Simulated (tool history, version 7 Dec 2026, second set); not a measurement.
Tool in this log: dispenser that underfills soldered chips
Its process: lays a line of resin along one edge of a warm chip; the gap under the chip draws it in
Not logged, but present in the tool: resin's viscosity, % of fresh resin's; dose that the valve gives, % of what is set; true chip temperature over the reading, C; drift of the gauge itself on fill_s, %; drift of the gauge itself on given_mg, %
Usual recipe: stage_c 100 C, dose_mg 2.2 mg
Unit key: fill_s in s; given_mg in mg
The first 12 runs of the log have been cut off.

| run | hour | stage_c | dose_mg | hours of work since the syringe was changed | hours of work since the valve was cleaned | hours of work since the stage was calibrated | fill_s | given_mg |
|---|---|---|---|---|---|---|---|---|
|  | 36.9 | new syringe of resin |
| 13 | 37.5 | 99 | 2.2 | 0 | 53 | 76 | 36 | 2.09 |
| 14 | 41.4 | 100 | 2.2 | 3 | 55 | 78 | 42.6 | 2.11 |
| 15 | 44.6 | 100 | 2.2 | 5 | 57 | 80 | 48.5 | 2.09 |
| 16 | 48.6 | 100 | 2.2 | 7 | 59 | 82 | 58.3 | 2.11 |
| 17 | 50.7 | 100 | 2.2 | 8 | 61 | 84 | 65.1 | 2.09 |
| 18 | 53.4 | 100 | 2.2 | 10 | 62 | 85 | 71.1 | 2.06 |
|  | 55.8 | new syringe of resin |
| 19 | 57.3 | 100 | 2.2 | 1 | 65 | 88 | 37.8 | 2.09 |
|  | 63.1 | dispensing valve cleaned and set on the balance |
| 20 | 63.1 | 87 | 1.93 | 4 | 0 | 90 | 73.9 | 1.92 |
| 21 | 65.7 | 104 | 2.2 | 5 | 2 | 92 | 45.8 | 2.17 |
| 22 | 69.2 | 100 | 2.23 | 7 | 4 | 94 | 61.8 | 2.21 |
| 23 | 72.5 | 100 | 2.23 | 10 | 6 | 96 | 70.1 | 2.21 |
| 24 | 74.6 | 108 | 2.44 | 11 | 7 | 97 | 59.2 | 2.42 |
|  | 75.5 | new syringe of resin |
| 25 | 76.9 | 94 | 1.99 | 1 | 8 | 99 | 45.8 | 1.97 |
| 26 | 80.4 | 94 | 1.99 | 3 | 10 | 101 | 53.7 | 1.95 |
| 27 | 84.8 | 94 | 1.99 | 6 | 13 | 103 | 66.3 | 1.99 |
| 28 | 88 | 94 | 1.99 | 7 | 15 | 105 | 76.6 | 1.97 |
| 29 | 90 | 107 | 2.01 | 9 | 16 | 106 | 54.6 | 1.99 |
| 30 | 92.2 | 111 | 2.02 | 10 | 17 | 108 | 51.7 | 1.99 |
|  | 94.4 | new syringe of resin |
| 31 | 97.1 | 111 | 2.02 | 2 | 20 | 111 | 27.8 | 2.04 |
| 32 | 99.3 | 111 | 2.02 | 3 | 21 | 112 | 30.9 | 1.96 |
| 33 | 101.6 | 94 | 2.1 | 4 | 23 | 113 | 59.4 | 2.06 |
| 34 | 106.2 | 85 | 2.72 | 7 | 26 | 116 | 97.2 | 2.64 |
| 35 | 110.5 | 85 | 2.72 | 10 | 28 | 119 | 118.5 | 2.63 |
|  | 113.4 | new syringe of resin |
| 36 | 113.9 | 104 | 2.69 | 0 | 30 | 121 | 30.9 | 2.61 |

Below are 4 alternative next runs, each starting from the tool's condition after run 36. Predict each:
| A | 118.6 | 87 | 2.13 | 3 | 33 | 123 | ? | ? |
| B | 118.6 | 107 | 2.47 | 3 | 33 | 123 | ? | ? |
| C | 118.6 | 104 | 2.57 | 3 | 33 | 123 | ? | ? |
| D | 118.6 | 99 | 2.56 | 3 | 33 | 123 | ? | ? |

| run | fill_s | given_mg |
|---|---|---|
| A | 68.6 | 2.05 |
| B | 35.1 | 2.37 |
| C | 38.6 | 2.48 |
| D | 45.6 | 2.48 |
Stripped of hidden state, with their random variation kept, the same runs would have yielded:
| run | fill_s | given_mg |
|---|---|---|
| A | 52.2 | 2.11 |
| B | 26.9 | 2.45 |
| C | 29.6 | 2.56 |
| D | 35.1 | 2.57 |
